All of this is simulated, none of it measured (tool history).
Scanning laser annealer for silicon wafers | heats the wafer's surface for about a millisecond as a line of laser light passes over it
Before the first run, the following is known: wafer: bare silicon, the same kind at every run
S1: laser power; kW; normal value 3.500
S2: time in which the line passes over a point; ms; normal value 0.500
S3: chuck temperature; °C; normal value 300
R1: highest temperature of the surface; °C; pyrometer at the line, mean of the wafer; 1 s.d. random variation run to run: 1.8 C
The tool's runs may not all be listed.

run 1 hour=0.0 | S1=3.500 S2=0.500 S3=300 | R1=1056
run 2 hour=25.5 | S1=3.500 S2=0.500 S3=300 | R1=1057
run 3 hour=58.2 | S1=3.500 S2=0.500 S3=300 | R1=1053
run 4 hour=75.1 | S1=3.500 S2=0.500 S3=300 | R1=1053
run 5 hour=110.5 | S1=3.500 S2=0.500 S3=300 | R1=1047
run 6 hour=134.4 | S1=3.500 S2=0.500 S3=300 | R1=1049
run 7 hour=164.9 | S1=3.500 S2=0.500 S3=300 | R1=1045
run 8 hour=200.0 | S1=3.500 S2=0.500 S3=300 | R1=1046
run 9 hour=229.1 | S1=3.500 S2=0.458 S3=300 | R1=1006
run 10 hour=260.2 | S1=3.413 S2=0.500 S3=300 | R1=1023
run 11 hour=275.6 | S1=3.500 S2=0.500 S3=300 | R1=1039
run 12 hour=301.7 | S1=3.500 S2=0.500 S3=318 | R1=1057
run 13 hour=320.8 | S1=3.500 S2=0.500 S3=318 | R1=1055
run 14 hour=336.4 | S1=3.500 S2=0.500 S3=318 | R1=1056
-- hour=364.7 window over the wafer cleaned
run 15 hour=373.1 | S1=3.500 S2=0.405 S3=300 | R1=970
run 16 hour=392.3 | S1=3.500 S2=0.405 S3=300 | R1=974
run 17 hour=428.7 | S1=3.500 S2=0.405 S3=300 | R1=967
run 18 hour=463.2 | S1=3.500 S2=0.405 S3=300 | R1=968
run 19 hour=483.4 | S1=3.500 S2=0.405 S3=300 | R1=967
run 20 hour=504.6 | S1=3.500 S2=0.405 S3=300 | R1=965
run 21 hour=532.4 | S1=3.500 S2=0.405 S3=300 | R1=963
run 22 hour=559.6 | S1=3.500 S2=0.533 S3=300 | R1=1072
run 23 hour=593.8 | S1=3.500 S2=0.533 S3=300 | R1=1070
run 24 hour=623.5 | S1=3.500 S2=0.533 S3=300 | R1=1069
run 25 hour=650.2 | S1=3.500 S2=0.533 S3=300 | R1=1065
run 26 hour=676.0 | S1=3.500 S2=0.500 S3=313 | R1=1050
run 27 hour=709.8 | S1=3.500 S2=0.500 S3=263 | R1=1002
run 28 hour=740.9 | S1=3.500 S2=0.500 S3=263 | R1=999
run 29 hour=759.0 | S1=3.211 S2=0.433 S3=300 | R1=923
-- hour=778.5 window over the wafer cleaned
run 30 hour=794.7 | S1=3.211 S2=0.433 S3=300 | R1=938
run 31 hour=827.0 | S1=3.211 S2=0.433 S3=300 | R1=938
run 32 hour=863.3 | S1=3.485 S2=0.500 S3=302 | R1=1046
run 33 hour=881.7 | S1=3.754 S2=0.500 S3=325 | R1=1123
run 34 hour=914.9 | S1=3.436 S2=0.365 S3=295 | R1=908
run 35 hour=934.9 | S1=3.436 S2=0.365 S3=295 | R1=908

Run 36 is up next; what results do you expect?
run 36 hour=956.4 | S1=3.436 S2=0.365 S3=295 | R1=?

Run 36 yielded R1 909 °C.
On a tool with no hidden condition, and with the same random variation, this run would have come out at R1 928 °C.
